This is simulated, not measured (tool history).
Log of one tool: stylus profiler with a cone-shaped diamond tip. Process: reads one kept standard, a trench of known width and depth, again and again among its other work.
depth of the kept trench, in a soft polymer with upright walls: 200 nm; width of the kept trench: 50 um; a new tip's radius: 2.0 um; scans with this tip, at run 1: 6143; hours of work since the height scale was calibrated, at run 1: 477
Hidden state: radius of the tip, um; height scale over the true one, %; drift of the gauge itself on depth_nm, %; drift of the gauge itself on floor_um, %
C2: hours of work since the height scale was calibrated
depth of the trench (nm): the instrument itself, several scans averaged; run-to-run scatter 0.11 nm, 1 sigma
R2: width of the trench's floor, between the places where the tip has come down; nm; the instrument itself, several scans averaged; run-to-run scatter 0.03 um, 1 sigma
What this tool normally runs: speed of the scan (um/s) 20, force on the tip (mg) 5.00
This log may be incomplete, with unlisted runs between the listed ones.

{"run": 1, "hour": 0.0, "speed of the scan (um/s)": 20, "force on the tip (mg)": 5.0, "scans with this tip": 6143, "C2": 477, "depth of the trench (nm)": 203.26, "R2": 47960}
{"run": 2, "hour": 19.7, "speed of the scan (um/s)": 23, "force on the tip (mg)": 5.0, "scans with this tip": 6290, "C2": 488, "depth of the trench (nm)": 203.16, "R2": 47960}
{"run": 3, "hour": 30.1, "speed of the scan (um/s)": 20, "force on the tip (mg)": 3.2, "scans with this tip": 6368, "C2": 494, "depth of the trench (nm)": 202.35, "R2": 47890}
{"run": 4, "hour": 39.3, "speed of the scan (um/s)": 11, "force on the tip (mg)": 3.2, "scans with this tip": 6437, "C2": 499, "depth of the trench (nm)": 202.36, "R2": 47970}
{"run": 5, "hour": 49.8, "speed of the scan (um/s)": 11, "force on the tip (mg)": 3.2, "scans with this tip": 6515, "C2": 505, "depth of the trench (nm)": 202.2, "R2": 47980}
{"run": 6, "hour": 67.4, "speed of the scan (um/s)": 11, "force on the tip (mg)": 3.2, "scans with this tip": 6647, "C2": 516, "depth of the trench (nm)": 202.34, "R2": 47980}
{"run": 7, "hour": 77.4, "speed of the scan (um/s)": 11, "force on the tip (mg)": 3.2, "scans with this tip": 6722, "C2": 521, "depth of the trench (nm)": 202.03, "R2": 47950}
{"run": 8, "hour": 86.8, "speed of the scan (um/s)": 11, "force on the tip (mg)": 3.2, "scans with this tip": 6792, "C2": 527, "depth of the trench (nm)": 202.31, "R2": 47970}
{"run": 9, "hour": 95.9, "speed of the scan (um/s)": 11, "force on the tip (mg)": 3.2, "scans with this tip": 6860, "C2": 532, "depth of the trench (nm)": 202.29, "R2": 48010}
{"run": 10, "hour": 116.5, "speed of the scan (um/s)": 6, "force on the tip (mg)": 5.0, "scans with this tip": 7014, "C2": 544, "depth of the trench (nm)": 202.97, "R2": 47970}
{"run": 11, "hour": 131.8, "speed of the scan (um/s)": 6, "force on the tip (mg)": 5.0, "scans with this tip": 7128, "C2": 553, "depth of the trench (nm)": 203.12, "R2": 47990}
{"run": 12, "hour": 141.9, "speed of the scan (um/s)": 6, "force on the tip (mg)": 5.26, "scans with this tip": 7204, "C2": 559, "depth of the trench (nm)": 203.31, "R2": 47920}
{"run": 13, "hour": 163.0, "speed of the scan (um/s)": 20, "force on the tip (mg)": 5.0, "scans with this tip": 7362, "C2": 571, "depth of the trench (nm)": 203.14, "R2": 47880}
{"run": 14, "hour": 177.8, "speed of the scan (um/s)": 74, "force on the tip (mg)": 5.0, "scans with this tip": 7472, "C2": 580, "depth of the trench (nm)": 202.97, "R2": 47750}
{"hour": 180.3, "done": "height scale calibrated on a step standard"}
{"run": 15, "hour": 197.4, "speed of the scan (um/s)": 74, "force on the tip (mg)": 5.0, "scans with this tip": 7615, "C2": 10, "depth of the trench (nm)": 202.82, "R2": 47760}
{"run": 16, "hour": 217.0, "speed of the scan (um/s)": 74, "force on the tip (mg)": 5.0, "scans with this tip": 7761, "C2": 21, "depth of the trench (nm)": 203.07, "R2": 47720}
{"run": 17, "hour": 238.4, "speed of the scan (um/s)": 74, "force on the tip (mg)": 5.0, "scans with this tip": 7922, "C2": 34, "depth of the trench (nm)": 203.0, "R2": 47730}
{"run": 18, "hour": 253.7, "speed of the scan (um/s)": 74, "force on the tip (mg)": 5.0, "scans with this tip": 8036, "C2": 43, "depth of the trench (nm)": 202.85, "R2": 47740}
{"run": 19, "hour": 272.0, "speed of the scan (um/s)": 20, "force on the tip (mg)": 6.35, "scans with this tip": 8173, "C2": 53, "depth of the trench (nm)": 203.71, "R2": 47920}
{"run": 20, "hour": 283.5, "speed of the scan (um/s)": 20, "force on the tip (mg)": 6.35, "scans with this tip": 8259, "C2": 60, "depth of the trench (nm)": 203.69, "R2": 47900}
{"hour": 302.1, "done": "height scale calibrated on a step standard, once more"}
{"run": 21, "hour": 304.9, "speed of the scan (um/s)": 15, "force on the tip (mg)": 5.0, "scans with this tip": 8415, "C2": 2, "depth of the trench (nm)": 203.63, "R2": 47960}
{"run": 22, "hour": 318.9, "speed of the scan (um/s)": 15, "force on the tip (mg)": 5.0, "scans with this tip": 8519, "C2": 10, "depth of the trench (nm)": 203.75, "R2": 47940}
{"run": 23, "hour": 334.6, "speed of the scan (um/s)": 15, "force on the tip (mg)": 5.0, "scans with this tip": 8637, "C2": 19, "depth of the trench (nm)": 203.63, "R2": 47930}
{"run": 24, "hour": 344.4, "speed of the scan (um/s)": 51, "force on the tip (mg)": 5.75, "scans with this tip": 8710, "C2": 25, "depth of the trench (nm)": 203.98, "R2": 47740}
{"run": 25, "hour": 358.1, "speed of the scan (um/s)": 51, "force on the tip (mg)": 5.75, "scans with this tip": 8813, "C2": 32, "depth of the trench (nm)": 204.17, "R2": 47830}
{"run": 26, "hour": 375.9, "speed of the scan (um/s)": 16, "force on the tip (mg)": 5.0, "scans with this tip": 8946, "C2": 43, "depth of the trench (nm)": 203.57, "R2": 47880}
{"run": 27, "hour": 391.2, "speed of the scan (um/s)": 53, "force on the tip (mg)": 14.54, "scans with this tip": 9060, "C2": 52, "depth of the trench (nm)": 207.52, "R2": 47840}
{"run": 28, "hour": 408.5, "speed of the scan (um/s)": 10, "force on the tip (mg)": 14.54, "scans with this tip": 9189, "C2": 62, "depth of the trench (nm)": 207.57, "R2": 47900}
{"run": 29, "hour": 419.0, "speed of the scan (um/s)": 6, "force on the tip (mg)": 5.38, "scans with this tip": 9268, "C2": 68, "depth of the trench (nm)": 203.92, "R2": 47860}
{"run": 30, "hour": 433.7, "speed of the scan (um/s)": 75, "force on the tip (mg)": 4.02, "scans with this tip": 9378, "C2": 76, "depth of the trench (nm)": 203.1, "R2": 47660}
{"run": 31, "hour": 451.3, "speed of the scan (um/s)": 22, "force on the tip (mg)": 8.59, "scans with this tip": 9509, "C2": 87, "depth of the trench (nm)": 205.25, "R2": 47840}
{"run": 32, "hour": 464.9, "speed of the scan (um/s)": 22, "force on the tip (mg)": 8.59, "scans with this tip": 9611, "C2": 94, "depth of the trench (nm)": 205.31, "R2": 47870}
{"run": 33, "hour": 477.3, "speed of the scan (um/s)": 22, "force on the tip (mg)": 8.59, "scans with this tip": 9703, "C2": 102, "depth of the trench (nm)": 205.31, "R2": 47820}
{"run": 34, "hour": 493.7, "speed of the scan (um/s)": 47, "force on the tip (mg)": 5.23, "scans with this tip": 9826, "C2": 111, "depth of the trench (nm)": 203.76, "R2": 47740}
{"run": 35, "hour": 515.0, "speed of the scan (um/s)": 15, "force on the tip (mg)": 13.76, "scans with this tip": 9986, "C2": 123, "depth of the trench (nm)": 207.29, "R2": 47870}
{"run": 36, "hour": 532.4, "speed of the scan (um/s)": 15, "force on the tip (mg)": 5.78, "scans with this tip": 10115, "C2": 134, "depth of the trench (nm)": 203.9, "R2": 47830}
{"run": 37, "hour": 549.2, "speed of the scan (um/s)": 45, "force on the tip (mg)": 5.0, "scans with this tip": 10241, "C2": 143, "depth of the trench (nm)": 203.68, "R2": 47730}
{"run": 38, "hour": 559.4, "speed of the scan (um/s)": 45, "force on the tip (mg)": 5.0, "scans with this tip": 10317, "C2": 149, "depth of the trench (nm)": 203.54, "R2": 47750}
{"run": 39, "hour": 581.5, "speed of the scan (um/s)": 45, "force on the tip (mg)": 2.27, "scans with this tip": 10482, "C2": 162, "depth of the trench (nm)": 202.12, "R2": 47720}
{"run": 40, "hour": 603.3, "speed of the scan (um/s)": 66, "force on the tip (mg)": 3.55, "scans with this tip": 10645, "C2": 175, "depth of the trench (nm)": 202.67, "R2": 47700}
{"run": 41, "hour": 625.2, "speed of the scan (um/s)": 26, "force on the tip (mg)": 4.39, "scans with this tip": 10809, "C2": 187, "depth of the trench (nm)": 203.31, "R2": 47790}
{"run": 42, "hour": 642.5, "speed of the scan (um/s)": 26, "force on the tip (mg)": 4.39, "scans with this tip": 10938, "C2": 197, "depth of the trench (nm)": 203.05, "R2": 47790}
{"run": 43, "hour": 659.2, "speed of the scan (um/s)": 10, "force on the tip (mg)": 3.8, "scans with this tip": 11063, "C2": 207, "depth of the trench (nm)": 202.87, "R2": 47840}

Each run again, without the hidden state but with its own random variation kept:
run=1 depth_of_the_trench_(nm)=203.78 R2=48190
run=2 depth_of_the_trench_(nm)=203.69 R2=48190
run=3 depth_of_the_trench_(nm)=202.89 R2=48130
run=4 depth_of_the_trench_(nm)=202.90 R2=48210
run=5 depth_of_the_trench_(nm)=202.76 R2=48210
run=6 depth_of_the_trench_(nm)=202.90 R2=48220
run=7 depth_of_the_trench_(nm)=202.60 R2=48200
run=8 depth_of_the_trench_(nm)=202.88 R2=48220
run=9 depth_of_the_trench_(nm)=202.87 R2=48260
run=10 depth_of_the_trench_(nm)=203.56 R2=48220
run=11 depth_of_the_trench_(nm)=203.73 R2=48250
run=12 depth_of_the_trench_(nm)=203.92 R2=48180
run=13 depth_of_the_trench_(nm)=203.76 R2=48150
run=14 depth_of_the_trench_(nm)=203.61 R2=48020
run=15 depth_of_the_trench_(nm)=203.59 R2=48030
run=16 depth_of_the_trench_(nm)=203.84 R2=48000
run=17 depth_of_the_trench_(nm)=203.79 R2=48020
run=18 depth_of_the_trench_(nm)=203.65 R2=48030
run=19 depth_of_the_trench_(nm)=204.52 R2=48210
run=20 depth_of_the_trench_(nm)=204.51 R2=48200
run=21 depth_of_the_trench_(nm)=203.65 R2=48260
run=22 depth_of_the_trench_(nm)=203.78 R2=48240
run=23 depth_of_the_trench_(nm)=203.67 R2=48240
run=24 depth_of_the_trench_(nm)=204.02 R2=48050
run=25 depth_of_the_trench_(nm)=204.23 R2=48140
run=26 depth_of_the_trench_(nm)=203.63 R2=48190
run=27 depth_of_the_trench_(nm)=207.60 R2=48160
run=28 depth_of_the_trench_(nm)=207.66 R2=48220
run=29 depth_of_the_trench_(nm)=204.02 R2=48190
run=30 depth_of_the_trench_(nm)=203.21 R2=47990
run=31 depth_of_the_trench_(nm)=205.37 R2=48180
run=32 depth_of_the_trench_(nm)=205.44 R2=48200
run=33 depth_of_the_trench_(nm)=205.44 R2=48160
run=34 depth_of_the_trench_(nm)=203.90 R2=48090
run=35 depth_of_the_trench_(nm)=207.45 R2=48220
run=36 depth_of_the_trench_(nm)=204.07 R2=48180
run=37 depth_of_the_trench_(nm)=203.86 R2=48080
run=38 depth_of_the_trench_(nm)=203.72 R2=48110
run=39 depth_of_the_trench_(nm)=202.31 R2=48080
run=40 depth_of_the_trench_(nm)=202.87 R2=48070
run=41 depth_of_the_trench_(nm)=203.52 R2=48170
run=42 depth_of_the_trench_(nm)=203.28 R2=48170
run=43 depth_of_the_trench_(nm)=203.10 R2=48230
